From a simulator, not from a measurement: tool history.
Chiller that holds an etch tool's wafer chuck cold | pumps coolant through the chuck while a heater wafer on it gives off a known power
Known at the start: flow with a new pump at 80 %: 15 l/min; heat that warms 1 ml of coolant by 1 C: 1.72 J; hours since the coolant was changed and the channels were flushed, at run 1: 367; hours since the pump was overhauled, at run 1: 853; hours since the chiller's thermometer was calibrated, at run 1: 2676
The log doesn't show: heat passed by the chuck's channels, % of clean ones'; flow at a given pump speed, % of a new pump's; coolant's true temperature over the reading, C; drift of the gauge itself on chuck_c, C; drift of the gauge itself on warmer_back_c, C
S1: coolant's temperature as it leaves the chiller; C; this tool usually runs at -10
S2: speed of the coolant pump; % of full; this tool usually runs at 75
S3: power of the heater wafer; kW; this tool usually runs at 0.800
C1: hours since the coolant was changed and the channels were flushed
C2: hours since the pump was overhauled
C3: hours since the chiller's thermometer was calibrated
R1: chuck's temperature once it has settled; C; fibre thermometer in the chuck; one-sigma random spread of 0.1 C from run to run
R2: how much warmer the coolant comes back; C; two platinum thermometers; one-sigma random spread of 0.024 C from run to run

run	hour	S1	S2	S3	C1	C2	C3	R1	R2
1	0.0	-10	75	0.800	367	853	2676	-2.8	2.02
2	92.1	-10	75	0.800	459	945	2768	-2.6	2.03
3	219.4	-10	75	0.800	586	1073	2895	-2.4	2.09
4	286.6	-10	75	0.800	653	1140	2962	-2.4	2.09
5	424.6	-10	75	0.800	791	1278	3100	-2.2	2.07
6	543.9	-10	75	0.629	911	1397	3220	-3.8	1.62
7	666.1	-10	75	0.629	1033	1519	3342	-3.8	1.65
8	726.2	-10	75	0.629	1093	1580	3402	-3.8	1.69
9	788.9	-10	75	0.629	1155	1642	3465	-3.6	1.64
10	894.4	-14	97	0.618	1261	1748	3570	-8.8	1.30
11	1024.7	-14	97	0.618	1391	1878	3701	-8.7	1.33
12	1089.2	-14	97	0.618	1456	1943	3765	-8.7	1.28
# hour 1100.0: chiller's thermometer calibrated
13	1184.7	-14	97	0.618	1550	2037	85	-8.2	1.31
14	1261.6	-10	90	0.800	1627	2114	162	-2.8	1.77
15	1320.9	-10	90	0.800	1687	2173	221	-2.6	1.80
16	1414.8	-12	90	0.599	1780	2267	315	-6.3	1.35
17	1483.2	-6	74	0.540	1849	2336	383	0.2	1.50
18	1582.1	-6	63	0.540	1948	2434	482	0.9	1.71

Below are 5 alternative next runs, each starting from the tool's condition after run 18. Predict each:
A	1698.6	-6	80	0.804	2064	2551	599	?	?
B	1698.6	-7	60	0.800	2064	2551	599	?	?
C	1698.6	-16	71	0.800	2064	2551	599	?	?
D	1698.6	-6	63	0.922	2064	2551	599	?	?
E	1698.6	-12	63	1.033	2064	2551	599	?	?

run	R1	R2
A	2.4	2.04
B	3.3	2.71
C	-7.0	2.29
D	5.2	2.96
E	0.5	3.32
With the hidden condition removed and each run's random variation left untouched, the same runs would have given:
run	R1	R2
A	0.4	1.86
B	1.0	2.48
C	-9.1	2.10
D	2.8	2.71
E	-2.0	3.04
